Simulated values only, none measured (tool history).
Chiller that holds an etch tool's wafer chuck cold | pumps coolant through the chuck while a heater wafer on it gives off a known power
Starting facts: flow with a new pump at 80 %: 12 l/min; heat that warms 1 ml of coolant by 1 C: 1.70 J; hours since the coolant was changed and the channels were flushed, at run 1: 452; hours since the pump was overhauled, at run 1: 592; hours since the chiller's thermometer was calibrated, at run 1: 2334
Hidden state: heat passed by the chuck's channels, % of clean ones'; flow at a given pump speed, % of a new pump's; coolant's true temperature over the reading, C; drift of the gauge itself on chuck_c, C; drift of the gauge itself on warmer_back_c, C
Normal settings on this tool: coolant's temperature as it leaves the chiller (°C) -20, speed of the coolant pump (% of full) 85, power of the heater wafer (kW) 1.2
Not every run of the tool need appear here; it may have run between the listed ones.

| run | hour | coolant's temperature as it leaves the chiller (°C) | speed of the coolant pump (% of full) | power of the heater wafer (kW) | hours since the coolant was changed and the channels were flushed | hours since the pump was overhauled | hours since the chiller's thermometer was calibrated | chuck's temperature once it has settled (°C) | how much warmer the coolant comes back (C) |
|---|---|---|---|---|---|---|---|---|---|
| 1 | 0 | -20 | 85 | 1.2 | 452 | 592 | 2334 | -8.9 | 3.28 |
| 2 | 34.8 | -20 | 75 | 1.2 | 487 | 627 | 2369 | -7.6 | 3.73 |
| 3 | 61.6 | -20 | 69 | 1.2 | 514 | 653 | 2396 | -6.6 | 4.14 |
| 4 | 94.5 | -20 | 85 | 1.2 | 547 | 686 | 2429 | -8.8 | 3.34 |
| 5 | 124 | -20 | 85 | 1.715 | 576 | 716 | 2458 | -4 | 4.65 |
| 6 | 142.8 | -20 | 85 | 1.715 | 595 | 735 | 2477 | -3.9 | 4.63 |
| 7 | 177.7 | -20 | 85 | 1.715 | 630 | 770 | 2512 | -4 | 4.68 |
| 8 | 198.4 | -13 | 85 | 1.125 | 650 | 790 | 2532 | -2.5 | 2.99 |
| 9 | 224.8 | -20 | 86 | 0.64 | 677 | 817 | 2559 | -14.3 | 1.6 |
| 10 | 255.7 | -20 | 86 | 0.64 | 708 | 848 | 2590 | -14.2 | 1.62 |
| 11 | 290 | -20 | 86 | 0.64 | 742 | 882 | 2624 | -14 | 1.58 |
| 12 | 322.9 | -20 | 86 | 0.64 | 775 | 915 | 2657 | -14.2 | 1.62 |

5 ways to go on from here, each from the tool as it stands after run 12. What would each give?
| A | 344 | -28 | 88 | 1.137 | 796 | 936 | 2678 | ? | ? |
| B | 344 | -27 | 81 | 1.225 | 796 | 936 | 2678 | ? | ? |
| C | 344 | -20 | 86 | 1.622 | 796 | 936 | 2678 | ? | ? |
| D | 344 | -22 | 86 | 0.729 | 796 | 936 | 2678 | ? | ? |
| E | 344 | -20 | 86 | 1.136 | 796 | 936 | 2678 | ? | ? |

| run | chuck's temperature once it has settled (°C) | how much warmer the coolant comes back (C) |
|---|---|---|
| A | -17.6 | 2.88 |
| B | -15.2 | 3.35 |
| C | -5.2 | 4.25 |
| D | -15.4 | 1.82 |
| E | -9.5 | 2.9 |
Stripped of hidden state, with their random variation kept, the same runs would have yielded:
| run | chuck's temperature once it has settled (°C) | how much warmer the coolant comes back (C) |
|---|---|---|
| A | -17.6 | 3.04 |
| B | -15.2 | 3.51 |
| C | -5.2 | 4.42 |
| D | -15.4 | 1.98 |
| E | -9.5 | 3.06 |

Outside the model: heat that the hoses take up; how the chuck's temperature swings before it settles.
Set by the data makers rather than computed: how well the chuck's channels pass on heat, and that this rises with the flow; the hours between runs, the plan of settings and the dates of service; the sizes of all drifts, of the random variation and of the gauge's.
